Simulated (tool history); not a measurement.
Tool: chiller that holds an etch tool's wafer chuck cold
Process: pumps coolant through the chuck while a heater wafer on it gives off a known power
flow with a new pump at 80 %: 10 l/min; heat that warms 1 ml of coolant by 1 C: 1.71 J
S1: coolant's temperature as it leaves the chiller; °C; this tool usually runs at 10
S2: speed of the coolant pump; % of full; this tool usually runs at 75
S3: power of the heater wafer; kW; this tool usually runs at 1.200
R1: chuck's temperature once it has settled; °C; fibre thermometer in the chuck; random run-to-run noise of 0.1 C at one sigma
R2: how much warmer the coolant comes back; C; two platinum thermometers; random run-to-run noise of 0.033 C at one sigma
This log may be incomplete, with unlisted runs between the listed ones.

run    hour  S1  S2     S3    R1    R2
  1     0.0  10  75  1.200  24.1  4.58
  2    48.3  10  75  1.200  24.3  4.52
  3   107.9  10  75  1.200  24.1  4.47
  4   163.1  10  75  1.200  24.2  4.52
  5   217.5  10  75  1.200  24.4  4.53
  6   265.8  10  75  1.200  24.2  4.47
  7   328.9  10  75  1.200  24.3  4.45
  8   355.4  10  75  1.200  24.3  4.44
  9   415.5  10  75  1.200  24.1  4.51
 10   451.5  17  75  1.200  31.4  4.47
 11   484.7  10  75  1.200  24.3  4.40
 12   548.1  10  71  1.200  25.2  4.76
 13   601.1  10  71  1.200  25.1  4.66
 14   629.4  10  75  1.151  23.6  4.24
 15   674.3   0  75  1.151  13.9  4.16
 16   714.6   0  75  1.151  13.7  4.22
 17   768.6   0  75  1.151  13.4  4.18
 18   801.1   0  75  1.151  13.9  4.18
 19   829.6  20  63  1.040  34.5  4.66
 20   894.1  15  90  1.771  32.7  5.31
 21   949.3  15  71  1.467  33.2  5.75
 22   985.0  10  75  1.034  22.3  3.77
 23  1012.2  10  75  1.034  22.3  3.72
 24  1072.7  10  75  0.672  17.9  2.28

Predict the results of run 25:
     1085.1  -- gauge calibrated
 25  1129.0   8  71  0.672   ?   ?

{"run 25": {"R1": 16.5, "R2": 2.72}}
With the hidden condition absent and the run-to-run variation left alone, this run would have shown R1 16.5 °C, R2 2.73 C.

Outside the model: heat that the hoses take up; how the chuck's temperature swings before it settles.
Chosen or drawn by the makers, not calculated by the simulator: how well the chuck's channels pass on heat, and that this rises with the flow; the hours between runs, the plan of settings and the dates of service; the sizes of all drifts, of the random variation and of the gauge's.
